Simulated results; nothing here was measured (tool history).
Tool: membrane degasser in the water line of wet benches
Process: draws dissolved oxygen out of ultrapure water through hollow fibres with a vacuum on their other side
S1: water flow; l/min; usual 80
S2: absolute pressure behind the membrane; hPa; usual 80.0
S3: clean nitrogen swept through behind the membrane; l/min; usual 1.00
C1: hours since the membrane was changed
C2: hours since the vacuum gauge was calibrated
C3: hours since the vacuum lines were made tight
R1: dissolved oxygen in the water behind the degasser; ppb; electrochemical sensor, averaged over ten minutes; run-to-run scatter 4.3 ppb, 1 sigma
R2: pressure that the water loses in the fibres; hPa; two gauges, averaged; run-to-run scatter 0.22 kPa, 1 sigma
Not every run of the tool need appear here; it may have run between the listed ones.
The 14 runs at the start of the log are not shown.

run,hour,S1,S2,S3,C1,C2,C3,R1,R2
15,1470.3,80,128.1,1.00,3319,942,3757,1322.9,516.2
# hour 1528.3: gauge calibrated
16,1592.3,80,128.1,1.00,3440,1064,3879,1269.0,517.5
17,1710.9,101,122.9,1.07,3559,1182,3998,1452.5,658.0
18,1799.8,80,54.7,1.00,3648,1271,4087,438.0,518.2
19,1896.0,67,52.1,1.00,3744,1367,4183,308.9,433.7
20,2029.4,70,93.1,0.55,3878,1501,4316,1088.9,457.2
21,2190.2,125,166.9,1.00,4038,1661,4477,2375.3,812.7
22,2282.0,126,49.4,1.00,4130,1753,4569,830.8,816.7
23,2445.0,64,80.0,0.69,4293,1916,4732,735.2,417.3
24,2575.0,128,80.0,2.35,4423,2046,4862,994.4,837.1
25,2738.3,80,80.0,1.00,4587,2210,5025,753.1,522.0

Run 26 is up next; what results do you expect?
26,2820.4,92,197.1,0.46,4669,2292,5107,?,?

{"run 26": {"R1": 3133.1, "R2": 598.7}}
Without the tool's hidden state the same run would have given R1 3055.6 ppb, R2 598.4 hPa.

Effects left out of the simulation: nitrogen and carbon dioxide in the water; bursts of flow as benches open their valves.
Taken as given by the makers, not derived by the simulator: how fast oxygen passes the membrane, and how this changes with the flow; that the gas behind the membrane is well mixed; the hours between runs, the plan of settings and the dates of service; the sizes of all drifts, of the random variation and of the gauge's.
